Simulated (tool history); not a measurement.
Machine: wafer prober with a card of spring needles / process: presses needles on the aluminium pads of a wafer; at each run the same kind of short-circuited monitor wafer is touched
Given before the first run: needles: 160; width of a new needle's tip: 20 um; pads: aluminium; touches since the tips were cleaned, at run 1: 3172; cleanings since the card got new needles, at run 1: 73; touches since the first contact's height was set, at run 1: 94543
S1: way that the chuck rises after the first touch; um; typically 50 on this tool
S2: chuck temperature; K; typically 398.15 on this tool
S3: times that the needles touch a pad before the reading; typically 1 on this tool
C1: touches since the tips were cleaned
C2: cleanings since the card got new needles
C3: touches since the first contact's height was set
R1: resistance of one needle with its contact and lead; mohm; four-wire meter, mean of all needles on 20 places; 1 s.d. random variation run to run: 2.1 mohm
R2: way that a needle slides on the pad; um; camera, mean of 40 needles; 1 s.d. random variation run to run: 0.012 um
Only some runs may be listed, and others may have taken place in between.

run,hour,S1,S2,S3,C1,C2,C3,R1,R2
1,0,50,398.15,1,3172,73,94543,514,7.26
# hour 3.8: tips cleaned on abrasive film
# hour 9.8: height of the first contact set anew
# hour 13.6: tips cleaned on abrasive film
# hour 23.5: tips cleaned on abrasive film
2,24.3,50,398.15,1,454,76,7739,331,7.43
# hour 32.3: tips cleaned on abrasive film
# hour 42.7: tips cleaned on abrasive film
# hour 53.1: tips cleaned on abrasive film
3,57.7,40,398.15,1,2511,79,25629,667,5.91
# hour 61.7: tips cleaned on abrasive film
# hour 71.5: tips cleaned on abrasive film
4,75.3,40,398.15,1,2013,81,34991,621,5.85
# hour 81.5: tips cleaned on abrasive film
# hour 91.9: tips cleaned on abrasive film
5,94.2,32,398.15,1,1238,83,45143,648,4.65
# hour 100.5: tips cleaned on abrasive film
# hour 110.9: tips cleaned on abrasive film
# hour 120.8: tips cleaned on abrasive film
6,127.3,32,398.15,1,3516,86,62837,1110,4.63
# hour 129.5: tips cleaned on abrasive film
# hour 139.9: tips cleaned on abrasive film
7,142.5,32,398.15,1,1405,88,70933,830,4.61
# hour 148.8: tips cleaned on abrasive film
# hour 158.6: tips cleaned on abrasive film
# hour 164.9: tips cleaned on abrasive film, once more
# hour 174.4: tips cleaned on abrasive film
8,176.9,54,318.15,1,1401,92,89351,394,7.82

Run 9, settings as shown, results not yet in. Your forecast:
# hour 182.7: tips cleaned on abrasive film
# hour 192.2: tips cleaned on abrasive film
# hour 196.6: height of the first contact set anew
# hour 200.9: tips cleaned on abrasive film
# hour 210.8: tips cleaned on abrasive film
9,212,50,398.15,1,625,96,8173,?,?

{"run 9": {"R1": 373, "R2": 7.41}}
With the hidden condition absent and the run-to-run variation left alone, this run would have shown R1 238 mohm, R2 7.43 um.
